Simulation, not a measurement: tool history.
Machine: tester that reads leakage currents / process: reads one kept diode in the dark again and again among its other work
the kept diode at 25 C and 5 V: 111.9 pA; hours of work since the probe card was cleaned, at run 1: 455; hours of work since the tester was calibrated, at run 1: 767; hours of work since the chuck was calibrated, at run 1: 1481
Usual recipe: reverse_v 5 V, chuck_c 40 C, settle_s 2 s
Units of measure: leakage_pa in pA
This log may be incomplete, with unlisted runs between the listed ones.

run    hour  reverse_v  chuck_c  settle_s  hours of work since the probe card was cleaned  hours of work since the tester was calibrated  hours of work since the chuck was calibrated  leakage_pa
  1       0          5       40         2                                             455                                            767                                          1481      317.75
      185.4  -- chuck's temperature calibrated
  2   189.6          5       40         2                                             542                                            854                                             2      338.64
  3   429.6          5       40      2.16                                             654                                            966                                           114      337.71
  4     559          5       40      2.16                                             714                                           1026                                           174      334.44
  5   689.2          5       52         2                                             775                                           1087                                           235      748.81
  6     805       2.31       40         2                                             829                                           1140                                           288      210.56
  7     963       2.31       40      0.58                                             902                                           1214                                           362      211.17
  8  1074.7       2.31       40      0.58                                             954                                           1266                                           414      210.13
  9  1287.8        1.5       40         2                                            1053                                           1365                                           513      160.91
 10  1401.5          5       40      0.91                                            1106                                           1418                                           566      331.66
 11  1524.9          5       40      0.91                                            1164                                           1476                                           624      331.38
 12  1737.3        7.4       40      0.91                                            1263                                           1574                                           723      416.28
 13  1871.2        7.4       40      0.91                                            1325                                           1637                                           785      416.45
     2011.1  -- probe card cleaned and baked
 14  2107.2        7.4       40      0.91                                              45                                           1745                                           893       403.5
 15  2264.3        7.4       40      0.91                                             118                                           1818                                           966      402.78
 16  2367.9          5       44         2                                             166                                           1867                                          1015       421.6
 17  2482.4          5       44         2                                             219                                           1920                                          1068      420.15
 18  2700.5          5       44         2                                             321                                           2022                                          1170      418.29
 19  2814.5          5       44         2                                             374                                           2075                                          1223      415.54
 20  2980.6       1.09       21      7.25                                             451                                           2152                                          1300        30.5
 21    3185       1.09       21      7.25                                             547                                           2247                                          1395       30.69
 22  3302.4          5       34         2                                             601                                           2302                                          1450      203.82
 23  3450.9          5       34         2                                             670                                           2371                                          1519      203.93
     3551.4  -- chuck's temperature calibrated
 24  3578.7       9.55       44         2                                             729                                           2429                                            13      652.47
 25  3745.8          5       24         2                                             807                                           2507                                            91      106.86
 26  3865.8       7.84       36      6.58                                             863                                           2563                                           146      332.94
 27  4012.7       7.84       36      6.58                                             931                                           2632                                           215      333.23
 28  4232.2       7.84       25      0.73                                            1033                                           2734                                           317      152.29
 29  4466.8          5       40      7.43                                            1142                                           2843                                           426      332.36
 30  4584.3          5       25         2                                            1197                                           2898                                           481      113.83
 31  4801.9          5       30         2                                            1298                                           2999                                           582      163.55
     4987.2  -- probe card cleaned and baked
 32  5039.7       2.35       40      6.11                                              24                                           3108                                           692      206.61
 33  5223.5       2.35       40      6.11                                             110                                           3194                                           777      205.67
 34  5396.6       2.35       40      6.11                                             191                                           3274                                           858      205.35
 35  5542.7       5.71       37         2                                             259                                           3342                                           926       280.5
 36  5709.8       5.71       37         2                                             336                                           3420                                          1004      280.33
 37  5936.6        2.5       40      3.04                                             442                                           3526                                          1109      208.88
 38  6128.2      17.65       36      0.47                                             531                                           3615                                          1198      512.61

Difference, measured minus no-hidden-state, one row per run. Run-to-run variation is common to both terms; the gauge's own scatter need not be:
Hidden conditions of the tool in this case: stray current of the dirty probe card, pA a volt; current scale over the true one, %; true chuck temperature over the reading, C; drift of the gauge itself on leakage_pa, %.
run  leakage_pa
  1      -22.69
  2       -0.36
  3       -1.82
  4       -2.66
  5      -11.61
  6       -3.39
  7       -4.08
  8       -4.55
  9       -4.57
 10        -8.1
 11       -8.84
 12      -11.35
 13      -12.24
 14       -23.9
 15      -25.14
 16      -27.04
 17      -27.96
 18      -29.71
 19      -30.59
 20       -2.44
 21       -2.53
 22      -16.76
 23      -17.33
 24       -0.11
 25        +2.2
 26        +0.6
 27       -0.04
 28       +3.51
 29       -5.38
 30       +1.41
 31       -0.97
 32       -9.95
 33      -10.67
 34       -11.4
 35       -16.1
 36      -17.03
 37      -14.21
 38      -31.47
